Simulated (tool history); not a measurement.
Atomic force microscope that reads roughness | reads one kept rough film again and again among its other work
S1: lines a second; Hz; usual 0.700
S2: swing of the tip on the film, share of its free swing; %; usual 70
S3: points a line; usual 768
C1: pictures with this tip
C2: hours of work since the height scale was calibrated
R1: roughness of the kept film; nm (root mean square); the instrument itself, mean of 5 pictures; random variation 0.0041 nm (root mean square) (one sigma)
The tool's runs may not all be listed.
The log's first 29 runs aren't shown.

run 30 hour=1145.9 | S1=3.725 S2=56 S3=609 | C1=120 C2=225 | R1=0.773
run 31 hour=1170.3 | S1=1.552 S2=70 S3=768 | C1=169 C2=242 | R1=0.777
run 32 hour=1221.4 | S1=1.660 S2=66 S3=664 | C1=271 C2=278 | R1=0.777
-- hour=1270.8 new tip fitted
run 33 hour=1270.8 | S1=1.660 S2=66 S3=631 | C1=0 C2=313 | R1=0.798
run 34 hour=1308.3 | S1=2.086 S2=66 S3=414 | C1=75 C2=340 | R1=0.783
run 35 hour=1355.2 | S1=2.807 S2=73 S3=768 | C1=169 C2=373 | R1=0.703
run 36 hour=1386.6 | S1=0.700 S2=63 S3=301 | C1=231 C2=395 | R1=0.810
run 37 hour=1423.4 | S1=0.700 S2=81 S3=301 | C1=305 C2=422 | R1=0.763

Forecast each of these 5 alternatives for the next run:
-- hour=1453.0 new tip fitted
run A hour=1461.4 | S1=0.890 S2=62 S3=301 | C1=17 C2=448 | R1=?
-- hour=1453.0 new tip fitted
run B hour=1461.4 | S1=2.771 S2=58 S3=1019 | C1=17 C2=448 | R1=?
-- hour=1453.0 new tip fitted
run C hour=1461.4 | S1=3.902 S2=58 S3=752 | C1=17 C2=448 | R1=?
-- hour=1453.0 new tip fitted
run D hour=1461.4 | S1=1.295 S2=57 S3=778 | C1=17 C2=448 | R1=?
-- hour=1453.0 new tip fitted
run E hour=1461.4 | S1=0.700 S2=81 S3=469 | C1=17 C2=448 | R1=?

run=A R1=0.833
run=B R1=0.797
run=C R1=0.780
run=D R1=0.837
run=E R1=0.803
Without the tool's hidden state the same runs would have given:
run=A R1=0.838
run=B R1=0.802
run=C R1=0.785
run=D R1=0.842
run=E R1=0.808
